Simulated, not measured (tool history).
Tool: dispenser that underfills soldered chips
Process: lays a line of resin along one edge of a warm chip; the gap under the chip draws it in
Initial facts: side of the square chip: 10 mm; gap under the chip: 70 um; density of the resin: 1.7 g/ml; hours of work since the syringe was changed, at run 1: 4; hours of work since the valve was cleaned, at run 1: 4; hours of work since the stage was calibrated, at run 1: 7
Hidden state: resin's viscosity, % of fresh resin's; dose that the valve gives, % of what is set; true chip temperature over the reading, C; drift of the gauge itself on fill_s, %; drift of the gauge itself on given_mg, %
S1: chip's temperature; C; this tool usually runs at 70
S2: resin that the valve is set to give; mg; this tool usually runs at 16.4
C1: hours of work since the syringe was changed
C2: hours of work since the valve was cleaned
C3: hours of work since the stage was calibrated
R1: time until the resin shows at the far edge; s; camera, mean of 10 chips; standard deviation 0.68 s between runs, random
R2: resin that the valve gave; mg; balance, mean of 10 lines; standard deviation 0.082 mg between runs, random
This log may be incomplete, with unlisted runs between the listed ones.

run	hour	S1	S2	C1	C2	C3	R1	R2
1	0.0	70	16.4	4	4	7	87.0	16.25
2	4.1	70	16.4	7	7	10	109.8	16.35
# hour 11.6: new syringe of resin
3	11.6	70	16.4	0	12	15	61.4	16.18
4	19.7	70	16.4	6	18	21	98.3	16.33
# hour 28.2: new syringe of resin
5	29.4	70	16.4	1	25	28	65.6	16.08
6	34.2	85	16.4	4	29	32	47.6	15.99
7	39.3	85	16.4	8	32	35	64.7	15.98
8	44.2	85	16.4	12	36	39	90.5	15.95
# hour 45.3: new syringe of resin
9	53.2	67	16.4	6	43	46	111.3	15.85
10	58.9	67	16.4	10	47	50	156.1	15.76
# hour 62.2: new syringe of resin
11	63.3	67	16.4	1	50	53	75.1	15.72
12	72.6	67	16.4	8	57	60	129.9	15.59
13	77.9	70	21.0	12	61	64	152.9	19.94
# hour 78.8: new syringe of resin
14	85.9	70	21.0	5	66	69	88.4	19.88
15	94.9	78	21.0	12	73	76	113.4	19.56
# hour 95.7: new syringe of resin
16	102.8	80	16.4	5	79	82	63.7	15.26
17	111.4	80	16.4	12	85	88	109.5	15.09
# hour 112.2: new syringe of resin
18	115.9	65	20.2	3	88	91	88.5	18.59
19	120.1	66	17.4	6	91	94	116.0	15.91
20	125.3	61	14.0	10	95	98	210.1	12.72
# hour 128.9: new syringe of resin
21	130.7	76	16.7	1	99	102	53.1	15.30
22	134.8	70	21.1	4	102	105	83.1	19.09
23	142.8	84	21.1	10	108	111	78.4	19.08
# hour 145.7: new syringe of resin
# hour 148.2: dispensing valve cleaned and set on the balance
24	148.2	74	19.8	1	0	114	55.0	19.66
25	155.6	79	17.3	7	6	119	73.1	17.06
26	160.5	81	17.3	10	9	123	90.8	17.08
# hour 163.6: new syringe of resin
27	168.5	81	17.3	4	15	129	53.0	17.05
28	176.7	64	16.5	10	21	135	171.4	16.03
# hour 180.0: new syringe of resin
29	184.3	84	18.6	3	26	140	45.1	18.15
30	190.5	80	14.3	8	31	145	81.2	13.81
# hour 197.0: new syringe of resin
31	199.4	58	16.9	2	37	151	112.0	16.44
32	205.1	75	18.0	6	41	155	77.5	17.18
33	210.1	66	16.4	10	45	159	154.7	15.66
# hour 213.7: new syringe of resin
34	215.3	66	16.4	1	49	163	76.3	15.65

Here are 4 independent what-if runs from the current tool condition. What would each one return?
A	222.6	81	16.8	7	54	168	?	?
B	222.6	58	14.6	7	54	168	?	?
C	222.6	66	17.7	7	54	168	?	?
D	222.6	66	17.0	7	54	168	?	?

run	R1	R2
A	65.9	15.98
B	170.4	13.72
C	118.1	16.81
D	118.4	16.20
Without the tool's unlogged condition, the same runs would have read:
run	R1	R2
A	39.3	16.85
B	101.5	14.46
C	71.2	17.72
D	71.3	17.08
